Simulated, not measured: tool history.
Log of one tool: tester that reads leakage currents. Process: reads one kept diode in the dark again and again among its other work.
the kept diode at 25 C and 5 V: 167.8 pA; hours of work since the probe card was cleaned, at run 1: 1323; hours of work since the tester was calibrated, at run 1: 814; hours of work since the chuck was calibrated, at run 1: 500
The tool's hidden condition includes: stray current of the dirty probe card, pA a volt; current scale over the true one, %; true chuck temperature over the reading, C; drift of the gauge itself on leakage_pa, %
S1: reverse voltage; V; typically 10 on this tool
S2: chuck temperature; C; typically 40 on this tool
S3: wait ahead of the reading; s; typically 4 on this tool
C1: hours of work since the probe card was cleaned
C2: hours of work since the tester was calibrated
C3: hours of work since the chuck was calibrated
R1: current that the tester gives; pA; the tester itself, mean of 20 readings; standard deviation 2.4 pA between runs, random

run    hour    S1  S2    S3    C1    C2   C3       R1
  1       0    10  40     4  1323   814  500   734.89
  2    59.2    10  40     4  1351   842  528   734.22
  3   114.1    10  40     4  1376   868  554   729.11
      181.1  -- chuck's temperature calibrated
  4   203.4    10  38     4  1418   909   11   686.12
  5   279.5    10  38     4  1453   945   46   683.98
  6   330.5    10  43     4  1477   969   70   991.88
  7   407.6    10  43     4  1514  1005  107   990.33
  8   461.9    10  40     4  1539  1031  132   790.93
  9   526.8    10  40     4  1570  1062  163   779.67
 10   617.3    10  35     4  1613  1104  206   533.04
 11     678    10  40     4  1641  1133  234   777.02
 12   758.4    10  40     4  1679  1171  272   774.25
 13   814.8    10  40     4  1706  1197  299   767.78
 14   887.4    10  40     4  1740  1231  333   763.28
 15   981.1   1.1  40  1.04  1784  1276  377   238.45
 16  1053.3   1.1  40  1.04  1818  1310  411   236.27
 17    1108    15  21     4  1844  1335  437   205.65
 18  1152.6    15  21     4  1865  1356  458   205.18
 19  1213.5    15  28  0.38  1893  1385  486   374.45
 20  1285.2    10  60  5.34  1927  1419  520  3100.99
 21  1354.8    18  27  1.26  1960  1452  553   368.87
     1423.1  -- chuck's temperature calibrated
 22  1429.3   9.2  59  1.19  1994  1486    3  2964.92
 23  1509.2   1.9  59  2.76  2032  1523   41  1283.76
     1575.7  -- probe card cleaned and baked
 24  1597.2  18.3  29  0.44    10  1563   81   471.41
 25  1687.2  18.3  29  0.44    53  1606  123   469.26
 26  1764.8   1.7  32  1.83    89  1642  160   164.92

Table of differences, measured result less the result of that run with no hidden state. Run-to-run variation is the same in both. Gauge scatter possibly is not:
run       R1
  1   -58.34
  2   -61.58
  3   -63.92
  4    +5.52
  5    +2.12
  6    -1.14
  7     -6.1
  8    -7.37
  9   -10.64
 10   -10.22
 11   -18.56
 12   -22.69
 13   -25.47
 14   -29.09
 15   -11.25
 16   -12.42
 17    -9.22
 18    -9.87
 19   -21.33
 20  -188.27
 21    -24.3
 22   +17.97
 23    +1.42
 24    -2.71
 25     -5.7
 26    -2.91

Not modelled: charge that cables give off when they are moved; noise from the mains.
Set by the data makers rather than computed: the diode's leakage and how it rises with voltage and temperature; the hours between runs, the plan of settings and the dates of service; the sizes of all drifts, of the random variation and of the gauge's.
